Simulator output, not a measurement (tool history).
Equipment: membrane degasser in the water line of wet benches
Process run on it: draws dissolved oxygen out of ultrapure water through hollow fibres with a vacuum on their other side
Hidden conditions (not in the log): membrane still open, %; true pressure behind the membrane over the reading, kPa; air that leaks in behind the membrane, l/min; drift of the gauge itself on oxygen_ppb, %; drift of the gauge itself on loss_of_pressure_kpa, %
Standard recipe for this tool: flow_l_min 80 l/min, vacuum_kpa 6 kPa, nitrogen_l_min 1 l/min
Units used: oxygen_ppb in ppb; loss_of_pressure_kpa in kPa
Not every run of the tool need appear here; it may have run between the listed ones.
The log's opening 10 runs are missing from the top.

run    hour  flow_l_min  vacuum_kpa  nitrogen_l_min  hours since the membrane was changed  hours since the vacuum gauge was calibrated  hours since the vacuum lines were made tight  oxygen_ppb  loss_of_pressure_kpa
 11  1149.7          80           6            1.28                                  1809                                         6334                                          1219       405.9                 43.76
 12  1226.7          80           6            1.28                                  1886                                         6411                                          1296       420.2                 44.21
 13  1307.6          80           6            1.28                                  1967                                         6492                                          1377       418.2                 43.79
 14  1419.4          80           6            1.28                                  2079                                         6604                                          1489       409.5                 43.72
 15  1543.8          80        4.75               1                                  2203                                         6728                                          1613       322.2                 43.86
     1560.3  -- gauge calibrated
 16  1688.3          80        4.75               1                                  2348                                         6872                                          1758         319                 45.16
 17  1760.3          80        4.75               1                                  2420                                         6944                                          1830       312.2                 44.83
 18  1865.9          67        12.8               1                                  2525                                         7050                                          1935      1084.9                 37.19
 19    1931         120           6               1                                  2590                                         7115                                          2000       727.2                 66.74
 20  2040.8         120        3.76            0.49                                  2700                                         7225                                          2110       412.4                 66.47
 21  2178.5         120        3.76            1.21                                  2838                                         7363                                          2248       373.2                 66.37
 22  2247.1          97        6.41            1.07                                  2907                                         7431                                          2316       613.1                 54.11
 23    2308          97        6.41            1.07                                  2967                                         7492                                          2377       613.9                 53.64
 24  2369.9          97        6.41            1.07                                  3029                                         7554                                          2439       613.2                 53.65
 25  2485.6          97        6.41            1.07                                  3145                                         7670                                          2555       612.2                  53.9
     2495.3  -- vacuum gauge calibrated
 26  2566.2          80        5.33               1                                  3225                                           71                                          2635       391.5                 44.11
 27  2628.4          80        5.84               1                                  3287                                          133                                          2697       451.9                 43.76
 28  2715.9          66         5.8             1.4                                  3375                                          221                                          2785       300.6                 36.39
 29  2802.2          66         5.8             1.4                                  3461                                          307                                          2871       298.9                 36.65
 30  2895.7          66         5.8             1.4                                  3555                                          400                                          2964       296.8                 36.54
 31  3020.6          72        6.54            0.82                                  3680                                          525                                          3089         549                 39.56
 32  3082.7          80        5.87            0.46                                  3742                                          587                                          3151         640                 43.61

Forecast each of these 4 alternatives for the next run:
  A  3157.3          87        9.25               1                                  3816                                          662                                          3226           ?                     ?
  B  3157.3          88       12.52            0.61                                  3816                                          662                                          3226           ?                     ?
  C  3157.3          62       13.39            1.32                                  3816                                          662                                          3226           ?                     ?
  D  3157.3          54       14.69            0.85                                  3816                                          662                                          3226           ?                     ?

run  oxygen_ppb  loss_of_pressure_kpa
  A       927.7                 47.33
  B      1696.3                 47.98
  C       890.6                 34.15
  D      1194.9                 29.55
With no hidden state in the tool, these same runs would have given:
run  oxygen_ppb  loss_of_pressure_kpa
  A       927.5                 48.74
  B      1696.2                 49.41
  C       890.5                 35.15
  D      1194.8                 30.43
